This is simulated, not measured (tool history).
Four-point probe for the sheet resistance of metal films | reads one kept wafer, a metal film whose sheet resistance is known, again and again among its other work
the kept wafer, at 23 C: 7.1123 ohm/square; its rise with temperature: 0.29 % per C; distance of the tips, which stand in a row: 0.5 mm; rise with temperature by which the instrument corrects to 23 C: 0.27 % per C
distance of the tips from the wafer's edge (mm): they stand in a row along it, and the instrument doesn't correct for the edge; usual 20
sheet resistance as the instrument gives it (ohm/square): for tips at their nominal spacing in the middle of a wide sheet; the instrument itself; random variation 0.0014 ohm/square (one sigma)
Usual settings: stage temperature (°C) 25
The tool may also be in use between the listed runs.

run	day	stage temperature (°C)	distance of the tips from the wafer's edge (mm)	sheet resistance as the instrument gives it (ohm/square)
1	0	25	20	7.140469
2	0.608	25	20	7.138975
3	1.579	25	20	7.139452
4	2.45	31	20	7.146695
5	3.708	31	6	7.170007
6	4.762	31	4	7.203245
7	5.658	31	4	7.202757
8	6.925	31	4	7.203188
9	8.158	31	4	7.201112
10	9.442	34	26	7.147757
11	10.404	34	26	7.14607
12	11.483	21	27	7.131397
13	12.142	25	51	7.136029
14	12.817	25	6	7.163515
15	13.996	26	10	7.147532
16	14.675	34	35	7.138357
17	15.746	33	39	7.136521
18	16.525	21	35	7.120823

Not shown: 2 entries that the log had between the listed runs. Between which runs, and how does the tool's hidden state differ before and after?
Between runs 9 and 10: stage's thermometer calibrated (day 8.3)
  inner tips' distance over the nominal, %: 0.174 -> 0.172; tips' flats over new ones', %: 4 -> 5; wafer's true temperature over the reading, C: 0.36 -> 0.42
  measured less the result without the state, sheet resistance as the instrument gives it (ohm/square): +0.020937 -> +0.021557
Between runs 15 and 16: stage's thermometer calibrated, once more (day 14.371)
  inner tips' distance over the nominal, %: 0.161 -> 0.159; wafer's true temperature over the reading, C: 0.43 -> -0.05
  measured less the result without the state, sheet resistance as the instrument gives it (ohm/square): +0.02116 -> +0.011295

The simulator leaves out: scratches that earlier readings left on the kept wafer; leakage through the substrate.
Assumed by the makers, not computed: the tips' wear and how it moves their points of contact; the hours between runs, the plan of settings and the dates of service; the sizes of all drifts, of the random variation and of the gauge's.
